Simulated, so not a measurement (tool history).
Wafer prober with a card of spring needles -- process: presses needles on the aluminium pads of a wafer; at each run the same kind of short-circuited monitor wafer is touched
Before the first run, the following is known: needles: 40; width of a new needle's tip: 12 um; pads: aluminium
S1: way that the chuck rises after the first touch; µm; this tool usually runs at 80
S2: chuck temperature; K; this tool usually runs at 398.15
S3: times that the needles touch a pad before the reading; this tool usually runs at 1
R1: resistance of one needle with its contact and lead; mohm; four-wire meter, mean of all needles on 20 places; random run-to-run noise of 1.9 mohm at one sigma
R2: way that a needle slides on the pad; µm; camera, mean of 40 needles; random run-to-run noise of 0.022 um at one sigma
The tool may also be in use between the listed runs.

run 1 hour=0.0 | S1=80 S2=398.15 S3=1 | R1=276 R2=10.24
-- hour=6.0 tips cleaned on abrasive film
run 2 hour=8.4 | S1=68 S2=398.15 S3=1 | R1=327 R2=8.72
-- hour=16.9 tips cleaned on abrasive film
run 3 hour=18.9 | S1=80 S2=398.15 S3=1 | R1=248 R2=10.19
run 4 hour=25.5 | S1=80 S2=398.15 S3=1 | R1=283 R2=10.19
-- hour=27.8 tips cleaned on abrasive film
run 5 hour=33.0 | S1=80 S2=398.15 S3=1 | R1=277 R2=10.20
-- hour=36.4 tips cleaned on abrasive film, once more
run 6 hour=42.6 | S1=93 S2=398.15 S3=1 | R1=256 R2=11.85
-- hour=47.2 tips cleaned on abrasive film
run 7 hour=50.6 | S1=80 S2=303.15 S3=1 | R1=257 R2=10.18
-- hour=58.8 tips cleaned on abrasive film
run 8 hour=61.1 | S1=80 S2=303.15 S3=1 | R1=242 R2=10.14
-- hour=70.1 tips cleaned on abrasive film
run 9 hour=73.4 | S1=80 S2=398.15 S3=1 | R1=269 R2=10.15
-- hour=81.3 tips cleaned on abrasive film
run 10 hour=82.9 | S1=80 S2=322.15 S3=1 | R1=237 R2=10.15
run 11 hour=89.4 | S1=80 S2=322.15 S3=1 | R1=286 R2=10.16
-- hour=92.3 tips cleaned on abrasive film
-- hour=103.0 tips cleaned on abrasive film
run 12 hour=104.7 | S1=80 S2=370.15 S3=1 | R1=236 R2=10.11
run 13 hour=113.3 | S1=80 S2=370.15 S3=1 | R1=290 R2=10.15
-- hour=114.2 tips cleaned on abrasive film
run 14 hour=120.7 | S1=80 S2=398.15 S3=1 | R1=286 R2=10.16
-- hour=124.9 tips cleaned on abrasive film
run 15 hour=133.2 | S1=80 S2=398.15 S3=1 | R1=290 R2=10.07
-- hour=135.5 tips cleaned on abrasive film
run 16 hour=143.4 | S1=80 S2=398.15 S3=1 | R1=293 R2=10.11
-- hour=146.7 tips cleaned on abrasive film
run 17 hour=153.8 | S1=93 S2=398.15 S3=1 | R1=268 R2=11.72
-- hour=157.9 tips cleaned on abrasive film
run 18 hour=160.1 | S1=93 S2=398.15 S3=1 | R1=239 R2=11.75
run 19 hour=167.0 | S1=72 S2=314.15 S3=1 | R1=312 R2=9.08
-- hour=168.9 tips cleaned on abrasive film
run 20 hour=178.8 | S1=80 S2=305.15 S3=2 | R1=244 R2=10.07
-- hour=179.8 tips cleaned on abrasive film
run 21 hour=186.0 | S1=80 S2=305.15 S3=2 | R1=239 R2=10.10
-- hour=190.5 tips cleaned on abrasive film
run 22 hour=192.4 | S1=80 S2=305.15 S3=2 | R1=211 R2=10.01
-- hour=201.3 tips cleaned on abrasive film
run 23 hour=206.4 | S1=64 S2=348.15 S3=2 | R1=272 R2=8.02
-- hour=212.2 tips cleaned on abrasive film
run 24 hour=220.4 | S1=64 S2=355.15 S3=2 | R1=285 R2=7.97
-- hour=223.2 tips cleaned on abrasive film
run 25 hour=233.0 | S1=64 S2=317.15 S3=2 | R1=287 R2=7.99
-- hour=234.3 tips cleaned on abrasive film
-- hour=245.4 tips cleaned on abrasive film
run 26 hour=248.0 | S1=92 S2=299.15 S3=1 | R1=237 R2=11.55
-- hour=256.7 tips cleaned on abrasive film
run 27 hour=259.8 | S1=92 S2=301.15 S3=1 | R1=248 R2=11.55
-- hour=268.3 tips cleaned on abrasive film
run 28 hour=270.5 | S1=67 S2=301.15 S3=1 | R1=267 R2=8.31
-- hour=279.5 tips cleaned on abrasive film
run 29 hour=283.4 | S1=89 S2=311.15 S3=2 | R1=231 R2=11.12
-- hour=290.4 tips cleaned on abrasive film
run 30 hour=293.3 | S1=89 S2=311.15 S3=2 | R1=227 R2=11.14
-- hour=301.2 tips cleaned on abrasive film
run 31 hour=307.0 | S1=62 S2=305.15 S3=1 | R1=348 R2=7.67
-- hour=312.1 tips cleaned on abrasive film
run 32 hour=319.0 | S1=80 S2=302.15 S3=1 | R1=290 R2=9.99

3 options for the next run, each taken on its own from the tool as it stands now. Forecast them:
-- hour=322.6 tips cleaned on abrasive film
-- hour=329.5 height of the first contact set anew
run A hour=332.1 | S1=60 S2=398.15 S3=2 | R1=? R2=?
-- hour=322.6 tips cleaned on abrasive film
-- hour=329.5 height of the first contact set anew
run B hour=332.1 | S1=89 S2=388.15 S3=1 | R1=? R2=?
-- hour=322.6 tips cleaned on abrasive film
-- hour=329.5 height of the first contact set anew
run C hour=332.1 | S1=80 S2=323.15 S3=1 | R1=? R2=?

run=A R1=294 R2=7.64
run=B R1=277 R2=11.38
run=C R1=290 R2=10.23
What these runs would have given with no unlogged condition in the tool:
run=A R1=199 R2=7.64
run=B R1=194 R2=11.38
run=C R1=181 R2=10.23
